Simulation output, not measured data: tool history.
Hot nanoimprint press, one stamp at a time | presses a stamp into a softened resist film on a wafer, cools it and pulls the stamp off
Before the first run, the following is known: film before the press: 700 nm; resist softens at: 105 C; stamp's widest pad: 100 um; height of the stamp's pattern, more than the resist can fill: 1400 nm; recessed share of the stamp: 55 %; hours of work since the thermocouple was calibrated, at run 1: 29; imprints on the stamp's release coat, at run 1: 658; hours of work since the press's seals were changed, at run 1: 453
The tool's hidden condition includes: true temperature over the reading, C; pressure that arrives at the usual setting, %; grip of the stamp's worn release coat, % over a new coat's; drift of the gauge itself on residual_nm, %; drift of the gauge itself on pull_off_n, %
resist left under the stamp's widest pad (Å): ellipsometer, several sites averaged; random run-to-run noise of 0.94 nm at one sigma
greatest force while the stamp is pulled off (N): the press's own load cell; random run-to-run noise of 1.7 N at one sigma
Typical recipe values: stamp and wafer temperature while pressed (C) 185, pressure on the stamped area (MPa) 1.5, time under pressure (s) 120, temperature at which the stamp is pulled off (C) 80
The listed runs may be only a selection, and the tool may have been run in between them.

| run | hour | stamp and wafer temperature while pressed (C) | pressure on the stamped area (MPa) | time under pressure (s) | temperature at which the stamp is pulled off (C) | hours of work since the thermocouple was calibrated | imprints on the stamp's release coat | hours of work since the press's seals were changed | resist left under the stamp's widest pad (Å) | greatest force while the stamp is pulled off (N) |
|---|---|---|---|---|---|---|---|---|---|---|
| 1 | 0 | 185 | 1.5 | 120 | 80 | 29 | 658 | 453 | 3316 | 126 |
| 2 | 7.3 | 185 | 1.62 | 120 | 80 | 34 | 691 | 458 | 3193 | 123 |
| 3 | 21.7 | 185 | 1.62 | 120 | 80 | 44 | 755 | 468 | 3200 | 124 |
| 4 | 34.9 | 185 | 1.62 | 120 | 80 | 53 | 815 | 478 | 3200 | 128 |
| 5 | 51.8 | 185 | 0.94 | 120 | 80 | 65 | 890 | 490 | 4081 | 130 |
| 6 | 58.7 | 185 | 0.94 | 120 | 80 | 70 | 921 | 494 | 4090 | 128 |
| 7 | 74.4 | 185 | 0.94 | 120 | 80 | 81 | 992 | 506 | 4092 | 135 |
| 8 | 83.6 | 185 | 1.07 | 120 | 80 | 88 | 1034 | 512 | 3877 | 136 |
|  | 92.1 | stamp cleaned and given a new release coat |
|  | 106.2 | press's hydraulic seals changed and the load cell set to zero |
| 9 | 112.9 | 185 | 1.07 | 120 | 80 | 99 | 57 | 5 | 3872 | 110 |
| 10 | 127.9 | 185 | 1.07 | 120 | 80 | 110 | 125 | 15 | 3876 | 108 |
| 11 | 140.4 | 185 | 1.07 | 120 | 80 | 119 | 181 | 24 | 3874 | 113 |
| 12 | 156.1 | 185 | 1.07 | 120 | 80 | 130 | 251 | 36 | 3878 | 114 |
| 13 | 169.8 | 185 | 1.61 | 120 | 80 | 139 | 313 | 45 | 3219 | 113 |
| 14 | 184.5 | 185 | 1.5 | 120 | 80 | 150 | 379 | 56 | 3331 | 115 |
| 15 | 199.5 | 185 | 1.5 | 120 | 80 | 161 | 446 | 66 | 3338 | 117 |
| 16 | 212.3 | 186 | 1.32 | 235 | 85 | 170 | 504 | 76 | 2712 | 113 |
| 17 | 221.9 | 186 | 1.32 | 160 | 85 | 177 | 547 | 82 | 3134 | 113 |
| 18 | 234.7 | 176 | 1.32 | 137 | 85 | 186 | 605 | 92 | 4234 | 115 |
| 19 | 245.6 | 183 | 1.32 | 187 | 85 | 193 | 653 | 99 | 3195 | 118 |
| 20 | 258.7 | 183 | 1.32 | 187 | 85 | 203 | 712 | 109 | 3215 | 113 |
| 21 | 271.4 | 183 | 1.32 | 187 | 85 | 212 | 769 | 118 | 3203 | 118 |
| 22 | 287.5 | 183 | 1.32 | 187 | 85 | 223 | 842 | 129 | 3198 | 124 |
| 23 | 299.2 | 184 | 1.2 | 120 | 69 | 232 | 894 | 137 | 3800 | 142 |
| 24 | 313 | 182 | 2.1 | 71 | 86 | 241 | 956 | 147 | 3703 | 120 |
| 25 | 326.5 | 182 | 2.1 | 71 | 86 | 251 | 1017 | 157 | 3714 | 123 |
|  | 338.6 | stamp cleaned and given a new release coat |
| 26 | 344.6 | 196 | 2.1 | 85 | 86 | 260 | 28 | 166 | 2477 | 102 |
| 27 | 358.1 | 185 | 1.5 | 115 | 79 | 269 | 88 | 175 | 3413 | 110 |
| 28 | 375.1 | 185 | 1.5 | 115 | 79 | 281 | 164 | 187 | 3416 | 116 |
| 29 | 391.5 | 177 | 1.65 | 120 | 80 | 293 | 238 | 199 | 3954 | 113 |

Results per run with the tool's hidden condition removed, run-to-run variation unchanged:
| run | resist left under the stamp's widest pad (Å) | greatest force while the stamp is pulled off (N) |
|---|---|---|
| 1 | 3294 | 110 |
| 2 | 3169 | 106 |
| 3 | 3173 | 106 |
| 4 | 3170 | 108 |
| 5 | 4050 | 109 |
| 6 | 4058 | 106 |
| 7 | 4056 | 110 |
| 8 | 3838 | 110 |
| 9 | 3845 | 108 |
| 10 | 3845 | 105 |
| 11 | 3840 | 108 |
| 12 | 3840 | 107 |
| 13 | 3182 | 106 |
| 14 | 3289 | 106 |
| 15 | 3293 | 106 |
| 16 | 2670 | 101 |
| 17 | 3086 | 100 |
| 18 | 4170 | 101 |
| 19 | 3139 | 102 |
| 20 | 3156 | 97 |
| 21 | 3142 | 99 |
| 22 | 3133 | 104 |
| 23 | 3729 | 117 |
| 24 | 3625 | 98 |
| 25 | 3632 | 99 |
| 26 | 2421 | 100 |
| 27 | 3332 | 107 |
| 28 | 3331 | 111 |
| 29 | 3850 | 106 |

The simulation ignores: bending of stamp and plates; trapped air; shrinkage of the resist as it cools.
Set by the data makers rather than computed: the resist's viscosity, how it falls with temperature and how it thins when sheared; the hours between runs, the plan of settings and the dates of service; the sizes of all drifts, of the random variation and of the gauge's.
